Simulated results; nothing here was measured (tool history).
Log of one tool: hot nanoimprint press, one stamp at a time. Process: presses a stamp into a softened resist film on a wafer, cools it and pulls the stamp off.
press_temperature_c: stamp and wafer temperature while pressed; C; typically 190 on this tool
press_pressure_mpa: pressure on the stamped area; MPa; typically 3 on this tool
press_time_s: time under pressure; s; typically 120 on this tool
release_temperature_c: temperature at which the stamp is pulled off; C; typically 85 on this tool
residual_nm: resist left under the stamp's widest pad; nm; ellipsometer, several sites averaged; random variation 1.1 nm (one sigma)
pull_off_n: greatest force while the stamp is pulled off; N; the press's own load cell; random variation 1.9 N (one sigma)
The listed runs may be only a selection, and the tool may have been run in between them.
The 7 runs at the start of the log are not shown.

Run 8, hour 58.4: usual settings but press_pressure_mpa 2.5 MPa. Result: residual_nm 175.2 nm, pull_off_n 127 N.
Run 9, hour 65.9: usual settings but press_pressure_mpa 2.5 MPa. Result: residual_nm 175.1 nm, pull_off_n 130 N.
At hour 70: plate thermocouple calibrated.
Run 10, hour 78: usual settings but press_pressure_mpa 2.5 MPa, release_temperature_c 77 C. Result: residual_nm 174.5 nm, pull_off_n 157 N.
Run 11, hour 90.4: usual settings but press_pressure_mpa 2.5 MPa, release_temperature_c 77 C. Result: residual_nm 176 nm, pull_off_n 152 N.
Run 12, hour 99: usual settings but press_temperature_c 187 C. Result: residual_nm 181.2 nm, pull_off_n 129 N.
Run 13, hour 105.2: usual settings but press_temperature_c 187 C, press_pressure_mpa 3.15 MPa. Result: residual_nm 179.3 nm, pull_off_n 131 N.
At hour 112.4: plate thermocouple calibrated, once more.
Run 14, hour 119: usual settings. Result: residual_nm 163.2 nm, pull_off_n 129 N.
Run 15, hour 127.4: usual settings but press_pressure_mpa 2.83 MPa. Result: residual_nm 166.6 nm, pull_off_n 129 N.
Run 16, hour 136.3: usual settings but press_pressure_mpa 2.83 MPa. Result: residual_nm 167.2 nm, pull_off_n 128 N.
Run 17, hour 142: usual settings but release_temperature_c 92 C. Result: residual_nm 165.4 nm, pull_off_n 105 N.
Run 18, hour 150.7: usual settings but press_pressure_mpa 4.31 MPa, press_time_s 162 s. Result: residual_nm 125.1 nm, pull_off_n 137 N.
At hour 162.5: stamp cleaned and given a new release coat.
Run 19, hour 164.5: usual settings but press_pressure_mpa 4.31 MPa, press_time_s 162 s, release_temperature_c 73 C. Result: residual_nm 124.4 nm, pull_off_n 160 N.
Run 20, hour 176.9: usual settings but press_pressure_mpa 4.31 MPa, press_time_s 162 s, release_temperature_c 73 C. Result: residual_nm 125.4 nm, pull_off_n 163 N.
Run 21, hour 185.1: usual settings but press_temperature_c 195 C, press_pressure_mpa 3.83 MPa, press_time_s 195 s, release_temperature_c 73 C. Result: residual_nm 99.9 nm, pull_off_n 166 N.
Run 22, hour 192.8: usual settings but press_temperature_c 195 C, press_pressure_mpa 2.03 MPa, press_time_s 79 s, release_temperature_c 73 C. Result: residual_nm 184.6 nm, pull_off_n 161 N.
Run 23, hour 205: usual settings but press_temperature_c 195 C, press_pressure_mpa 2.1 MPa, press_time_s 79 s, release_temperature_c 73 C. Result: residual_nm 184.3 nm, pull_off_n 158 N.
Run 24, hour 215.9: usual settings but press_temperature_c 199 C, press_pressure_mpa 2.1 MPa, press_time_s 177 s, release_temperature_c 73 C. Result: residual_nm 119.6 nm, pull_off_n 161 N.
Run 25, hour 224.7: usual settings but press_temperature_c 191 C, press_pressure_mpa 2.31 MPa, press_time_s 115 s, release_temperature_c 87 C. Result: residual_nm 177 nm, pull_off_n 118 N.
Run 26, hour 237.3: usual settings but press_temperature_c 191 C, press_pressure_mpa 2.31 MPa, press_time_s 115 s, release_temperature_c 77 C. Result: residual_nm 178.1 nm, pull_off_n 147 N.
Run 27, hour 249.3: usual settings but press_temperature_c 196 C, press_pressure_mpa 2.31 MPa, press_time_s 168 s, release_temperature_c 77 C. Result: residual_nm 130.6 nm, pull_off_n 155 N.
Run 28, hour 255.7: usual settings but press_temperature_c 196 C, press_pressure_mpa 2.31 MPa, press_time_s 168 s, release_temperature_c 77 C. Result: residual_nm 131 nm, pull_off_n 151 N.
Run 29, hour 267.2: usual settings but press_temperature_c 196 C, press_pressure_mpa 2.53 MPa, press_time_s 83 s, release_temperature_c 89 C. Result: residual_nm 162.7 nm, pull_off_n 112 N.
Run 30, hour 275.6: usual settings but press_temperature_c 197 C, press_pressure_mpa 1.86 MPa, press_time_s 111 s, release_temperature_c 87 C. Result: residual_nm 163.4 nm, pull_off_n 119 N.

What does the tool deliver on the next run?
Run 31, hour 288.1: usual settings but press_temperature_c 197 C, press_pressure_mpa 1.86 MPa, press_time_s 111 s, release_temperature_c 87 C. Result: residual_nm ?, pull_off_n ?.

residual_nm: 160.9 nm
pull_off_n: 120 N
Had the tool carried no hidden state, the very same run would have given residual_nm 160.5 nm, pull_off_n 115 N.
